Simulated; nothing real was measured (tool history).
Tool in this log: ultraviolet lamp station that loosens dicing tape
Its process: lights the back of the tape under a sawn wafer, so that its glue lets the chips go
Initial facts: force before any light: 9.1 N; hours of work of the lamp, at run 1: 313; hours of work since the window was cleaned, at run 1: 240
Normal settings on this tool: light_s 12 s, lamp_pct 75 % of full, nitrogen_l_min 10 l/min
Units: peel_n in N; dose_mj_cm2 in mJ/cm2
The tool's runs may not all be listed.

run      day  light_s  lamp_pct  nitrogen_l_min  hours of work of the lamp  hours of work since the window was cleaned  peel_n  dose_mj_cm2
  1        0       12        75              10                        313                                         240    0.44          223
  2    3.233       12        75              10                        363                                         291   0.466          212
  3    5.154       12        75              10                        393                                         321   0.504          211
  4    7.892       12        75              10                        436                                         364   0.496          204
  5    9.817       12        75              10                        466                                         394   0.529          198
  6   12.988       12        75              10                        516                                         444   0.586          193
  7   16.542       12        75              10                        572                                         499   0.645          180
  8   18.742       12        75              10                        606                                         534   0.676          178
      21.242  -- window cleaned of glue's vapour
  9   21.975       12        75              10                        656                                          12   0.516          197
 10   23.512       12        75              10                        681                                          36   0.573          189
 11   25.054       19        75              10                        705                                          60   0.258          297
 12   26.925       19        75              10                        734                                          89   0.256          295
 13   30.458       19        75              10                        789                                         144   0.283          282
 14   34.075       19        73              10                        846                                         201   0.305          266
 15   37.617       20        75              10                        901                                         256   0.289          271
 16   41.079       20        75              10                        956                                         311   0.312          260
 17   42.862       12        66              10                        983                                         339    1.15          134
 18   46.346       12        66              10                       1038                                         393   1.281          126
 19   49.392       12        66              10                       1086                                         441     1.4          126
      50.817  -- lamp changed
 20   51.229       12        66              10                          6                                         469   0.514          204
 21   54.121       12        66              10                         52                                         514   0.557          198
 22   56.333       12        75              11                         86                                         549   0.426          220
      57.588  -- window cleaned of glue's vapour
 23   59.167        7        75              14                        130                                          25   0.876          146
 24   61.546       12        75               8                        168                                          62   0.378          243
 25   63.992       14        83              15                        206                                         100    0.24          299
 26   66.304       14        83              15                        242                                         137   0.245          298
 27   69.458       21        83              15                        292                                         186   0.198          432
 28   71.867       12        62               8                        329                                         224   0.726          180
 29   73.758       14        67              11                        359                                         253   0.421          221
 30     76.9       14        67              11                        408                                         302   0.444          211
 31   80.346        6        68               9                        462                                         356   2.223           88
 32   82.846       11        90              10                        501                                         395   0.483          212
 33   85.654       13        75              16                        545                                         439   0.421          197
 34   88.829        9        75              10                        595                                         489   1.155          134
 35   90.892       12        84              10                        627                                         521   0.544          192
      94.096  -- window cleaned of glue's vapour
 36   94.592       20        81               7                        685                                           8   0.225          346
 37   97.996       17        75              10                        738                                          61   0.321          259
 38  101.217       14        64               9                        788                                         111   0.696          181
 39  104.692       14        64               9                        843                                         166   0.777          168
 40  106.538       14        64               9                        872                                         195   0.802          168
 41  109.875       22        63              10                        924                                         247   0.327          241
 42  113.096       22        63              10                        974                                         297   0.381          235
 43  115.488       22        63              10                       1012                                         335   0.389          223

Take each entry between the runs: how does the hidden state at the last listed run before it differ from the hidden state at the first listed run after it?
From run 8 to run 9: window cleaned of glue's vapour (day 21.242)
  lamp's light, % of a new lamp's: 76.5 -> 74.6; light that the window lets through, % of a clean one's: 87 -> 99.2
  the result without the hidden state subtracted from the measured one, peel_n: +0.373 -> +0.228 N; dose_mj_cm2: -89 -> -69 mJ/cm2
From run 19 to run 20: lamp changed (day 50.817)
  lamp's light, % of a new lamp's: 58.9 -> 98.3; light that the window lets through, % of a clean one's: 88.6 -> 87.9
  the result without the hidden state subtracted from the measured one, peel_n: +1.019 -> +0.131 N; dose_mj_cm2: -112 -> -32 mJ/cm2
From run 22 to run 23: window cleaned of glue's vapour (day 57.588)
  lamp's light, % of a new lamp's: 95.4 -> 93.8; light that the window lets through, % of a clean one's: 86 -> 99.2
  the result without the hidden state subtracted from the measured one, peel_n: +0.128 -> +0.118 N; dose_mj_cm2: -47 -> -11 mJ/cm2
From run 35 to run 36: window cleaned of glue's vapour (day 94.096)
  lamp's light, % of a new lamp's: 75 -> 72.9; light that the window lets through, % of a clean one's: 87.3 -> 99.2
  the result without the hidden state subtracted from the measured one, peel_n: +0.293 -> +0.037 N; dose_mj_cm2: -103 -> -132 mJ/cm2
